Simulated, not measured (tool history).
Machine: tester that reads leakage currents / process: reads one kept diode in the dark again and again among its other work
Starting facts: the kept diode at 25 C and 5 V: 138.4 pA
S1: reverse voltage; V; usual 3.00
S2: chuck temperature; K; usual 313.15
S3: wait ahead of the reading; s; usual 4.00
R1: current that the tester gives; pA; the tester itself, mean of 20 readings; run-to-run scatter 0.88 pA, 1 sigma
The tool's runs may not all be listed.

run	day	S1	S2	S3	R1
1	0.000	3.00	313.15	4.00	277.96
2	11.300	3.00	313.15	4.00	271.86
3	16.242	3.00	313.15	4.00	298.00
4	27.342	3.00	313.15	4.00	293.81
5	34.217	3.00	313.15	4.00	292.94
6	41.979	3.00	313.15	4.00	287.85
7	49.312	3.00	313.15	4.00	285.98
8	57.125	3.00	313.15	4.00	280.95
9	67.933	3.00	313.15	4.00	277.18
10	76.658	3.00	313.15	4.00	275.13
11	84.896	3.00	313.15	4.00	303.23
12	95.258	3.00	313.15	4.00	297.00
13	101.346	3.00	313.15	4.00	296.46
14	106.133	3.00	313.15	4.00	294.05
15	114.488	3.00	313.15	4.00	291.70
16	122.754	3.00	313.15	4.00	286.47
17	128.879	3.00	313.15	4.00	285.58
18	133.662	3.00	313.15	4.00	281.82
19	139.804	3.00	313.15	0.36	275.38
20	151.442	3.00	313.15	0.36	271.18
21	159.554	3.00	313.15	5.07	296.49
22	167.296	3.00	313.15	5.07	294.81
23	177.683	3.00	313.15	5.07	287.43
24	189.325	2.50	330.15	1.12	748.60
25	196.000	5.79	305.15	0.53	243.79
26	206.796	5.79	305.15	0.53	239.34
27	212.625	5.79	305.15	0.53	238.95
28	218.254	13.56	296.15	4.00	204.52
29	223.596	13.56	296.15	4.00	224.17
30	233.046	13.37	330.15	4.87	2065.90
31	238.258	7.46	295.15	4.00	143.89
32	244.900	7.46	299.15	4.00	189.07
33	251.375	1.59	308.15	0.40	143.06
34	260.017	1.59	308.15	0.40	141.10
35	268.717	4.40	301.15	0.72	155.84
36	278.733	4.40	301.15	0.72	150.31
37	287.900	1.51	294.15	0.72	47.14
38	298.721	1.51	294.15	0.72	52.55
39	308.950	9.51	327.15	0.44	1411.75

Taken out of this log: 8 entries between the listed runs. Where each belongs, and how the hidden state differs across it:
Run 2 -> run 3: chuck's temperature calibrated (day 15.671)
  stray current of the dirty probe card, pA a volt: 0.482 -> 0.503; current scale over the true one, %: 1.1 -> 1.17; true chuck temperature over the reading, C: -1.4 -> -0.03
  measured minus no-state result, R1: -21.87 -> +4.30 pA
Run 10 -> run 11: probe card cleaned and baked (day 79.317); chuck's temperature calibrated (day 84.896)
  stray current of the dirty probe card, pA a volt: 0.749 -> 0.045; current scale over the true one, %: 1.97 -> 2.08; true chuck temperature over the reading, C: -1.43 -> 0.12
  measured minus no-state result, R1: -19.30 -> +8.58 pA
Run 18 -> run 19: tester calibrated (day 134.450)
  stray current of the dirty probe card, pA a volt: 0.245 -> 0.272; current scale over the true one, %: 2.7 -> 0.14; true chuck temperature over the reading, C: -1.03 -> -1.17
  measured minus no-state result, R1: -11.35 -> -21.07 pA
Run 20 -> run 21: chuck's temperature calibrated (day 154.408)
  stray current of the dirty probe card, pA a volt: 0.323 -> 0.354; current scale over the true one, %: 0.3 -> 0.41; true chuck temperature over the reading, C: -1.44 -> 0.03
  measured minus no-state result, R1: -25.40 -> +2.70 pA
Run 28 -> run 29: chuck's temperature calibrated (day 223.596)
  stray current of the dirty probe card, pA a volt: 0.594 -> 0.617; current scale over the true one, %: 1.17 -> 1.24; true chuck temperature over the reading, C: -1.35 -> -0.06
  measured minus no-state result, R1: -10.33 -> +9.89 pA
Run 35 -> run 36: probe card cleaned and baked (day 269.642)
  stray current of the dirty probe card, pA a volt: 0.803 -> 0.069; current scale over the true one, %: 1.81 -> 1.93; true chuck temperature over the reading, C: -1.1 -> -1.32
  measured minus no-state result, R1: -5.99 -> -11.54 pA
Run 37 -> run 38: chuck's temperature calibrated (day 293.442)
  stray current of the dirty probe card, pA a volt: 0.107 -> 0.149; current scale over the true one, %: 2.05 -> 2.18; true chuck temperature over the reading, C: -1.54 -> -0.19
  measured minus no-state result, R1: -4.56 -> +0.58 pA
